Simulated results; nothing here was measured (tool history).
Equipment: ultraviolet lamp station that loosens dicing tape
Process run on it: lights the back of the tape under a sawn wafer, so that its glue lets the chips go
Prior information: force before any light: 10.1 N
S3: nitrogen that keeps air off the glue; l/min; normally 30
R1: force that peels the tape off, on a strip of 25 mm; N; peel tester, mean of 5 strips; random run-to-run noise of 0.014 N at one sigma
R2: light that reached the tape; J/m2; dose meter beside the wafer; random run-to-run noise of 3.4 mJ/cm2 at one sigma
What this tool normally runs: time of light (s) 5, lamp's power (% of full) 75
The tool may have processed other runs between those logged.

Run 1, day 0.000: usual settings. Result: R1 1.211 N, R2 3820 J/m2.
Run 2, day 2.404: usual settings. Result: R1 1.292 N, R2 3700 J/m2.
Run 3, day 3.833: usual settings. Result: R1 1.335 N, R2 3630 J/m2.
Run 4, day 5.154: usual settings. Result: R1 1.421 N, R2 3520 J/m2.
Run 5, day 7.467: usual settings. Result: R1 1.402 N, R2 3480 J/m2.
Run 6, day 8.871: usual settings. Result: R1 1.558 N, R2 3380 J/m2.
Run 7, day 10.100: usual settings but lamp's power (% of full) 68. Result: R1 1.803 N, R2 3000 J/m2.
At day 10.362: window cleaned of glue's vapour.
Run 8, day 11.412: usual settings but lamp's power (% of full) 68. Result: R1 1.611 N, R2 3260 J/m2.
Run 9, day 13.525: usual settings but lamp's power (% of full) 68. Result: R1 1.741 N, R2 3180 J/m2.
Run 10, day 14.996: usual settings but lamp's power (% of full) 88. Result: R1 1.113 N, R2 4080 J/m2.
Run 11, day 16.283: usual settings but lamp's power (% of full) 88. Result: R1 1.107 N, R2 3970 J/m2.
Run 12, day 18.312: usual settings but lamp's power (% of full) 88. Result: R1 1.225 N, R2 3850 J/m2.
At day 19.696: lamp changed.
Run 13, day 20.171: usual settings but S3 56 l/min. Result: R1 0.495 N, R2 5210 J/m2.
Run 14, day 22.667: usual settings but time of light (s) 6. Result: R1 0.497 N, R2 6190 J/m2.
Run 15, day 24.017: usual settings but time of light (s) 6. Result: R1 0.501 N, R2 5960 J/m2.
Run 16, day 25.558: usual settings but time of light (s) 6, S3 47 l/min. Result: R1 0.435 N, R2 5920 J/m2.
Run 17, day 28.079: usual settings but time of light (s) 6, S3 47 l/min. Result: R1 0.446 N, R2 5770 J/m2.
Run 18, day 30.604: usual settings but time of light (s) 6, S3 47 l/min. Result: R1 0.468 N, R2 5600 J/m2.
Run 19, day 32.158: usual settings but time of light (s) 6, S3 47 l/min. Result: R1 0.471 N, R2 5570 J/m2.
Run 20, day 33.400: usual settings but time of light (s) 6, S3 47 l/min. Result: R1 0.514 N, R2 5440 J/m2.
Run 21, day 35.533: usual settings but time of light (s) 4, lamp's power (% of full) 89, S3 19 l/min. Result: R1 1.317 N, R2 4230 J/m2.
Run 22, day 36.846: usual settings but time of light (s) 4, lamp's power (% of full) 89, S3 19 l/min. Result: R1 1.371 N, R2 4180 J/m2.
Run 23, day 38.729: usual settings but time of light (s) 4, lamp's power (% of full) 82. Result: R1 1.308 N, R2 3750 J/m2.
Run 24, day 40.000: usual settings but lamp's power (% of full) 79, S3 15 l/min. Result: R1 1.402 N, R2 4440 J/m2.
Run 25, day 42.517: usual settings but lamp's power (% of full) 79, S3 15 l/min. Result: R1 1.414 N, R2 4360 J/m2.
Run 26, day 44.496: usual settings but time of light (s) 2, lamp's power (% of full) 64, S3 47 l/min. Result: R1 3.972 N, R2 1360 J/m2.
Run 27, day 46.796: usual settings but time of light (s) 2, lamp's power (% of full) 64, S3 47 l/min. Result: R1 4.136 N, R2 1330 J/m2.
Run 28, day 49.046: usual settings but time of light (s) 4, lamp's power (% of full) 73, S3 54 l/min. Result: R1 1.488 N, R2 2930 J/m2.
Run 29, day 50.550: usual settings but time of light (s) 3, lamp's power (% of full) 74. Result: R1 2.828 N, R2 2210 J/m2.
Run 30, day 52.438: usual settings but lamp's power (% of full) 77, S3 53 l/min. Result: R1 1.006 N, R2 3790 J/m2.
At day 52.625: window cleaned of glue's vapour.
Run 31, day 55.058: usual settings but time of light (s) 3, S3 17 l/min. Result: R1 3.227 N, R2 2380 J/m2.
Run 32, day 56.746: usual settings but lamp's power (% of full) 70. Result: R1 1.400 N, R2 3580 J/m2.
Run 33, day 59.317: usual settings but lamp's power (% of full) 70. Result: R1 1.478 N, R2 3470 J/m2.
Run 34, day 61.671: usual settings but time of light (s) 3, lamp's power (% of full) 79, S3 44 l/min. Result: R1 2.454 N, R2 2300 J/m2.
Run 35, day 63.179: usual settings but time of light (s) 8, lamp's power (% of full) 90, S3 54 l/min. Result: R1 0.346 N, R2 6730 J/m2.
Run 36, day 65.204: usual settings but time of light (s) 7, lamp's power (% of full) 62. Result: R1 1.132 N, R2 3980 J/m2.
Run 37, day 66.592: usual settings but time of light (s) 3, lamp's power (% of full) 82, S3 31 l/min. Result: R1 2.849 N, R2 2200 J/m2.
At day 67.600: lamp changed.
Run 38, day 69.188: usual settings but time of light (s) 3, lamp's power (% of full) 74, S3 52 l/min. Result: R1 1.468 N, R2 2960 J/m2.
Run 39, day 70.721: usual settings but time of light (s) 6. Result: R1 0.520 N, R2 6070 J/m2.

3 options for the next run, each taken on its own from the tool as it stands now. Forecast them:
Run A, day 72.654: usual settings but lamp's power (% of full) 70, S3 16 l/min. Result: R1 ?, R2 ?.
Run B, day 72.654: usual settings but time of light (s) 7. Result: R1 ?, R2 ?.
Run C, day 72.654: usual settings but time of light (s) 2. Result: R1 ?, R2 ?.

run     R1    R2
  A  1.242  4540
  B  0.401  6860
  C  3.202  1940
With the hidden condition removed and each run's random variation left untouched, the same runs would have given:
run     R1    R2
  A  1.039  5000
  B  0.349  7540
  C  2.871  2140

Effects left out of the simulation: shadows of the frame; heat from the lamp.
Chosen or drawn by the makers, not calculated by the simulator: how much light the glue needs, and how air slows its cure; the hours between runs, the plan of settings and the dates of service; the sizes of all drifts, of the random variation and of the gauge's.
